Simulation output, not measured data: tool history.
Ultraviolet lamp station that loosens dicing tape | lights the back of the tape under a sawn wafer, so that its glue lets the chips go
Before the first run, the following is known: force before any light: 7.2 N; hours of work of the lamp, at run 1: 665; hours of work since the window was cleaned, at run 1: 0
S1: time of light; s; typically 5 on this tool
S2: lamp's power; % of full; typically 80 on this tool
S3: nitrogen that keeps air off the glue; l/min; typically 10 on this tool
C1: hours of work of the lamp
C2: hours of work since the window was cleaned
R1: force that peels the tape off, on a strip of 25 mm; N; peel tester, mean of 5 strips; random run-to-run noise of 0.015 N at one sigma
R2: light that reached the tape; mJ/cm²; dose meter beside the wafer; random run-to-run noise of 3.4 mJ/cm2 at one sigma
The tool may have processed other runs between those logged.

| run | day | S1 | S2 | S3 | C1 | C2 | R1 | R2 |
|---|---|---|---|---|---|---|---|---|
| 1 | 0 | 5 | 80 | 10 | 665 | 0 | 1.792 | 316 |
| 2 | 1.171 | 5 | 80 | 10 | 679 | 13 | 1.758 | 310 |
| 3 | 2.512 | 5 | 80 | 10 | 694 | 29 | 1.863 | 300 |
| 4 | 3.842 | 5 | 80 | 10 | 709 | 44 | 1.926 | 302 |
|  | 3.967 | lamp changed |
| 5 | 5.029 | 5 | 80 | 10 | 12 | 57 | 0.722 | 527 |
| 6 | 6.338 | 5 | 80 | 10 | 27 | 72 | 0.753 | 521 |
| 7 | 7.133 | 5 | 80 | 10 | 36 | 81 | 0.753 | 515 |
| 8 | 8.042 | 7 | 80 | 10 | 46 | 91 | 0.383 | 713 |
| 9 | 8.95 | 5 | 96 | 10 | 57 | 102 | 0.544 | 612 |
| 10 | 10.342 | 7 | 96 | 9 | 73 | 117 | 0.267 | 838 |
| 11 | 11.717 | 7 | 96 | 9 | 88 | 133 | 0.302 | 827 |
| 12 | 12.567 | 6 | 93 | 10 | 98 | 143 | 0.417 | 682 |
| 13 | 13.792 | 6 | 93 | 10 | 112 | 157 | 0.414 | 675 |
| 14 | 14.562 | 2 | 70 | 16 | 121 | 166 | 2.946 | 166 |
| 15 | 15.425 | 2 | 78 | 16 | 131 | 175 | 2.7 | 188 |
| 16 | 17.025 | 2 | 78 | 16 | 149 | 194 | 2.735 | 178 |
| 17 | 18.546 | 2 | 80 | 6 | 166 | 211 | 3.788 | 185 |

Consider 4 possible next runs. They are alternatives, not a sequence: every one starts from the tool as it was left by run 17. What does each give?
| A | 19.417 | 5 | 85 | 3 | 176 | 221 | ? | ? |
| B | 19.417 | 7 | 65 | 10 | 176 | 221 | ? | ? |
| C | 19.417 | 5 | 61 | 10 | 176 | 221 | ? | ? |
| D | 19.417 | 5 | 74 | 10 | 176 | 221 | ? | ? |

| run | R1 | R2 |
|---|---|---|
| A | 2.062 | 485 |
| B | 0.75 | 519 |
| C | 1.57 | 347 |
| D | 1.113 | 420 |
Stripped of hidden state, with their random variation kept, the same runs would have yielded:
| run | R1 | R2 |
|---|---|---|
| A | 1.625 | 578 |
| B | 0.514 | 619 |
| C | 1.186 | 413 |
| D | 0.801 | 500 |
